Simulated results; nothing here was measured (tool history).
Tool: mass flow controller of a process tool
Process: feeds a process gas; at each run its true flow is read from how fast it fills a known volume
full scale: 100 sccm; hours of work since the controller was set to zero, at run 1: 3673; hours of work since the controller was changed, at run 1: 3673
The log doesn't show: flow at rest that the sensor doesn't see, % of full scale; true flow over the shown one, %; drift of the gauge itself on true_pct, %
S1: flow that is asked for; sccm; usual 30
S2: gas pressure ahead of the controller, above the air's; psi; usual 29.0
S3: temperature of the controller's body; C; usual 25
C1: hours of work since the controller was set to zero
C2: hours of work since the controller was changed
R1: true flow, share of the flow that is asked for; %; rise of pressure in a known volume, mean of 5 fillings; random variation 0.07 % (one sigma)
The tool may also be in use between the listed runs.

{"run": 1, "hour": 0.0, "S1": 30, "S2": 29.0, "S3": 25, "C1": 3673, "C2": 3673, "R1": 98.46}
{"run": 2, "hour": 426.9, "S1": 30, "S2": 29.0, "S3": 25, "C1": 3874, "C2": 3874, "R1": 98.42}
{"run": 3, "hour": 952.1, "S1": 30, "S2": 29.0, "S3": 25, "C1": 4120, "C2": 4120, "R1": 98.49}
{"run": 4, "hour": 1445.9, "S1": 30, "S2": 29.0, "S3": 25, "C1": 4353, "C2": 4353, "R1": 98.38}
{"run": 5, "hour": 1728.8, "S1": 30, "S2": 29.0, "S3": 25, "C1": 4486, "C2": 4486, "R1": 98.52}
{"run": 6, "hour": 2146.6, "S1": 43, "S2": 29.0, "S3": 36, "C1": 4682, "C2": 4682, "R1": 99.73}
{"run": 7, "hour": 2663.1, "S1": 30, "S2": 21.5, "S3": 25, "C1": 4925, "C2": 4925, "R1": 98.56}

The next listed run, before its measurement:
{"run": 8, "hour": 3023.7, "S1": 30, "S2": 29.3, "S3": 25, "C1": 5094, "C2": 5094, "R1": "?"}

Run 8 gave R1 98.43 %.
Without the tool's hidden state the same run would have given R1 98.43 %.

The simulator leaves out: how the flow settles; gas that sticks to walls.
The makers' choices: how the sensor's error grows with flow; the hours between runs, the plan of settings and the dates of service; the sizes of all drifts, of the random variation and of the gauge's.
